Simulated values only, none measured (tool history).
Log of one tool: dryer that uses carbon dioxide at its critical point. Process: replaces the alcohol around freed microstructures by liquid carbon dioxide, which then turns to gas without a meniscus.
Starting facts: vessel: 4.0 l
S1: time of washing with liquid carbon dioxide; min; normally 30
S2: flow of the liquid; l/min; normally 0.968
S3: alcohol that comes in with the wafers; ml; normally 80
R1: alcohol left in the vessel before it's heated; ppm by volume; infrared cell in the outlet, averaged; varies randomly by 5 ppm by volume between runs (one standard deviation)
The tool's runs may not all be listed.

{"run": 1, "hour": 0.0, "S1": 30, "S2": 0.968, "S3": 80, "R1": 120}
{"run": 2, "hour": 24.3, "S1": 30, "S2": 0.968, "S3": 80, "R1": 120}
{"run": 3, "hour": 53.5, "S1": 30, "S2": 0.995, "S3": 80, "R1": 109}
{"run": 4, "hour": 80.6, "S1": 30, "S2": 0.995, "S3": 80, "R1": 109}
{"run": 5, "hour": 108.0, "S1": 30, "S2": 0.968, "S3": 80, "R1": 143}
{"run": 6, "hour": 123.6, "S1": 30, "S2": 0.968, "S3": 80, "R1": 138}
{"run": 7, "hour": 148.9, "S1": 30, "S2": 0.968, "S3": 80, "R1": 139}
{"run": 8, "hour": 174.6, "S1": 30, "S2": 1.02, "S3": 80, "R1": 134}
{"run": 9, "hour": 202.0, "S1": 30, "S2": 0.968, "S3": 80, "R1": 143}
{"hour": 224.3, "done": "inlet filter changed"}
{"run": 10, "hour": 227.5, "S1": 30, "S2": 0.968, "S3": 80, "R1": 122}
{"run": 11, "hour": 241.9, "S1": 30, "S2": 0.968, "S3": 80, "R1": 120}
{"run": 12, "hour": 262.7, "S1": 30, "S2": 0.968, "S3": 80, "R1": 141}
{"run": 13, "hour": 292.6, "S1": 30, "S2": 0.968, "S3": 80, "R1": 137}
{"run": 14, "hour": 306.0, "S1": 30, "S2": 0.968, "S3": 80, "R1": 123}
{"run": 15, "hour": 322.7, "S1": 30, "S2": 0.968, "S3": 80, "R1": 133}
{"run": 16, "hour": 349.4, "S1": 30, "S2": 0.968, "S3": 80, "R1": 138}
{"run": 17, "hour": 376.4, "S1": 30, "S2": 0.968, "S3": 80, "R1": 144}
{"run": 18, "hour": 397.1, "S1": 30, "S2": 0.968, "S3": 80, "R1": 142}
{"run": 19, "hour": 416.7, "S1": 25, "S2": 0.968, "S3": 22, "R1": 140}
{"run": 20, "hour": 431.5, "S1": 23, "S2": 0.582, "S3": 22, "R1": 492}
{"run": 21, "hour": 444.1, "S1": 22, "S2": 0.761, "S3": 40, "R1": 453}
{"run": 22, "hour": 462.1, "S1": 28, "S2": 0.968, "S3": 80, "R1": 186}
{"run": 23, "hour": 491.4, "S1": 47, "S2": 0.766, "S3": 47, "R1": 108}
{"run": 24, "hour": 507.5, "S1": 21, "S2": 0.968, "S3": 80, "R1": 446}
{"run": 25, "hour": 528.5, "S1": 24, "S2": 0.968, "S3": 57, "R1": 251}

Pick out some run-to-run changes in R1. Of each, how much would a tool without hidden state show as well, from the settings, what came in and chance, and how much is left for the hidden state and any gauge scatter not in both results compared?
The hidden state here: flow that reaches the vessel past the clogged filter, %; alcohol in the recycled carbon dioxide, ppm; drift of the gauge itself on alcohol_ppm, %.
Run 19 -> 20: S1 25 -> 23, S2 0.968 -> 0.582. R1 +352 ppm by volume: hidden state +46, all else +306.
Run 23 -> 24: S1 47 -> 21, S2 0.766 -> 0.968, S3 47 -> 80. R1 +338 ppm by volume: hidden state +90, all else +248.
Run 24 -> 25: S1 21 -> 24, S3 80 -> 57. R1 -195 ppm by volume: hidden state -51, all else -144.

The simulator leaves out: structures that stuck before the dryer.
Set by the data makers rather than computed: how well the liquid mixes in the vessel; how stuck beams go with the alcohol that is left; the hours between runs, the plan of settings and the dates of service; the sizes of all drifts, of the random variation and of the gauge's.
